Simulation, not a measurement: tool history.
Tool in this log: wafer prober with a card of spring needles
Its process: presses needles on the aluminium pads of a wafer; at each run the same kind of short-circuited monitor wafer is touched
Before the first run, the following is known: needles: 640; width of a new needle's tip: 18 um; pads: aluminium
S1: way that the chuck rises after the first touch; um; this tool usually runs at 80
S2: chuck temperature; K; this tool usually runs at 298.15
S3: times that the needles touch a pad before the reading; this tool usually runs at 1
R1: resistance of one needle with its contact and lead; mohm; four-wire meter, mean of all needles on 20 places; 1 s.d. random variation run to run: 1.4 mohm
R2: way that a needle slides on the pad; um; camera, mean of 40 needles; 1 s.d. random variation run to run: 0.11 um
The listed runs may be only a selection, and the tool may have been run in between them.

| run | hour | S1 | S2 | S3 | R1 | R2 |
|---|---|---|---|---|---|---|
| 1 | 0.0 | 80 | 298.15 | 1 | 157 | 20.70 |
|  | 1.8 | tips cleaned on abrasive film |
|  | 6.0 | tips cleaned on abrasive film |
|  | 10.3 | tips cleaned on abrasive film |
|  | 13.7 | tips cleaned on abrasive film |
|  | 17.7 | tips cleaned on abrasive film |
| 2 | 17.7 | 80 | 298.15 | 1 | 133 | 20.67 |
|  | 22.0 | tips cleaned on abrasive film |
|  | 26.3 | tips cleaned on abrasive film |
|  | 30.5 | tips cleaned on abrasive film |
|  | 34.0 | tips cleaned on abrasive film |
|  | 38.2 | tips cleaned on abrasive film |
| 3 | 39.1 | 80 | 298.15 | 1 | 146 | 20.71 |
|  | 41.7 | tips cleaned on abrasive film |
|  | 45.2 | tips cleaned on abrasive film |
|  | 49.4 | tips cleaned on abrasive film |
|  | 52.9 | tips cleaned on abrasive film |
|  | 57.1 | tips cleaned on abrasive film |
|  | 61.4 | tips cleaned on abrasive film |
| 4 | 61.7 | 80 | 298.15 | 1 | 136 | 20.58 |
|  | 65.1 | tips cleaned on abrasive film, once more |
|  | 69.4 | tips cleaned on abrasive film |
|  | 73.6 | tips cleaned on abrasive film |
|  | 77.8 | tips cleaned on abrasive film |
| 5 | 77.8 | 80 | 298.15 | 1 | 132 | 20.48 |
|  | 82.1 | tips cleaned on abrasive film |
|  | 85.5 | tips cleaned on abrasive film |
|  | 89.8 | tips cleaned on abrasive film |
| 6 | 91.7 | 80 | 298.15 | 1 | 164 | 20.19 |
|  | 93.5 | tips cleaned on abrasive film |
|  | 97.7 | tips cleaned on abrasive film |
|  | 102.0 | tips cleaned on abrasive film |
|  | 105.4 | tips cleaned on abrasive film |
| 7 | 108.0 | 80 | 298.15 | 1 | 168 | 20.32 |
|  | 108.9 | tips cleaned on abrasive film |
|  | 113.2 | tips cleaned on abrasive film |
|  | 117.4 | tips cleaned on abrasive film |
|  | 121.7 | tips cleaned on abrasive film |
|  | 125.1 | tips cleaned on abrasive film |
| 8 | 126.9 | 80 | 298.15 | 2 | 149 | 20.09 |
|  | 128.6 | tips cleaned on abrasive film |
|  | 129.8 | height of the first contact set anew |
|  | 132.4 | tips cleaned on abrasive film |
|  | 136.6 | tips cleaned on abrasive film |
|  | 140.9 | tips cleaned on abrasive film |
| 9 | 142.5 | 80 | 298.15 | 2 | 143 | 21.03 |
|  | 145.1 | tips cleaned on abrasive film |
|  | 149.4 | tips cleaned on abrasive film |
|  | 153.7 | tips cleaned on abrasive film |
| 10 | 156.7 | 80 | 298.15 | 2 | 157 | 20.93 |
|  | 157.6 | tips cleaned on abrasive film |
|  | 161.1 | tips cleaned on abrasive film |
|  | 165.3 | tips cleaned on abrasive film |
|  | 169.2 | tips cleaned on abrasive film |
| 11 | 169.2 | 91 | 357.15 | 3 | 139 | 23.73 |
|  | 172.7 | tips cleaned on abrasive film |
|  | 176.9 | tips cleaned on abrasive film |
|  | 181.2 | tips cleaned on abrasive film |
|  | 185.5 | tips cleaned on abrasive film |
|  | 188.9 | tips cleaned on abrasive film |
|  | 192.5 | tips cleaned on abrasive film |
| 12 | 192.5 | 77 | 359.15 | 1 | 147 | 19.75 |
|  | 196.7 | tips cleaned on abrasive film |
|  | 200.2 | tips cleaned on abrasive film |
|  | 204.4 | tips cleaned on abrasive film |
|  | 208.7 | tips cleaned on abrasive film |
|  | 213.0 | tips cleaned on abrasive film |
| 13 | 215.5 | 77 | 359.15 | 1 | 187 | 19.64 |
|  | 217.2 | tips cleaned on abrasive film |
|  | 221.5 | tips cleaned on abrasive film |
|  | 225.8 | tips cleaned on abrasive film |
|  | 230.0 | tips cleaned on abrasive film |
| 14 | 231.1 | 97 | 298.15 | 1 | 140 | 24.91 |
|  | 233.7 | tips cleaned on abrasive film |
|  | 238.0 | tips cleaned on abrasive film |
|  | 242.1 | tips cleaned on abrasive film |
| 15 | 242.1 | 80 | 314.15 | 2 | 137 | 20.42 |
|  | 246.4 | tips cleaned on abrasive film |
|  | 250.6 | tips cleaned on abrasive film |
|  | 254.9 | tips cleaned on abrasive film |
|  | 259.2 | tips cleaned on abrasive film |
|  | 263.4 | tips cleaned on abrasive film |
|  | 267.5 | tips cleaned on abrasive film |
| 16 | 267.5 | 80 | 375.15 | 2 | 148 | 20.02 |
|  | 271.7 | tips cleaned on abrasive film |
|  | 276.0 | tips cleaned on abrasive film |
|  | 280.3 | tips cleaned on abrasive film |
|  | 283.7 | tips cleaned on abrasive film |
| 17 | 285.0 | 67 | 343.15 | 2 | 169 | 16.66 |
|  | 286.9 | height of the first contact set anew |
|  | 287.9 | tips cleaned on abrasive film |
|  | 292.1 | tips cleaned on abrasive film |
|  | 296.4 | tips cleaned on abrasive film |
|  | 300.7 | tips cleaned on abrasive film |
|  | 304.9 | tips cleaned on abrasive film |
| 18 | 308.1 | 67 | 343.15 | 2 | 187 | 17.42 |

Consider 4 possible next runs. They are alternatives, not a sequence: every one starts from the tool as it was left by run 18. What does each give?
|  | 309.0 | tips cleaned on abrasive film |
|  | 313.3 | tips cleaned on abrasive film |
|  | 317.5 | tips cleaned on abrasive film |
|  | 321.8 | tips cleaned on abrasive film |
|  | 326.1 | tips cleaned on abrasive film |
| A | 329.2 | 94 | 300.15 | 1 | ? | ? |
|  | 309.0 | tips cleaned on abrasive film |
|  | 313.3 | tips cleaned on abrasive film |
|  | 317.5 | tips cleaned on abrasive film |
|  | 321.8 | tips cleaned on abrasive film |
|  | 326.1 | tips cleaned on abrasive film |
| B | 329.2 | 71 | 356.15 | 1 | ? | ? |
|  | 309.0 | tips cleaned on abrasive film |
|  | 313.3 | tips cleaned on abrasive film |
|  | 317.5 | tips cleaned on abrasive film |
|  | 321.8 | tips cleaned on abrasive film |
|  | 326.1 | tips cleaned on abrasive film |
| C | 329.2 | 88 | 343.15 | 2 | ? | ? |
|  | 309.0 | tips cleaned on abrasive film |
|  | 313.3 | tips cleaned on abrasive film |
|  | 317.5 | tips cleaned on abrasive film |
|  | 321.8 | tips cleaned on abrasive film |
|  | 326.1 | tips cleaned on abrasive film |
| D | 329.2 | 97 | 327.15 | 3 | ? | ? |

| run | R1 | R2 |
|---|---|---|
| A | 166 | 24.43 |
| B | 209 | 18.44 |
| C | 162 | 23.03 |
| D | 142 | 25.25 |
Take away the tool's hidden state, keep each run's random variation, and the runs would have read:
| run | R1 | R2 |
|---|---|---|
| A | 121 | 24.69 |
| B | 137 | 18.70 |
| C | 130 | 23.29 |
| D | 123 | 25.51 |

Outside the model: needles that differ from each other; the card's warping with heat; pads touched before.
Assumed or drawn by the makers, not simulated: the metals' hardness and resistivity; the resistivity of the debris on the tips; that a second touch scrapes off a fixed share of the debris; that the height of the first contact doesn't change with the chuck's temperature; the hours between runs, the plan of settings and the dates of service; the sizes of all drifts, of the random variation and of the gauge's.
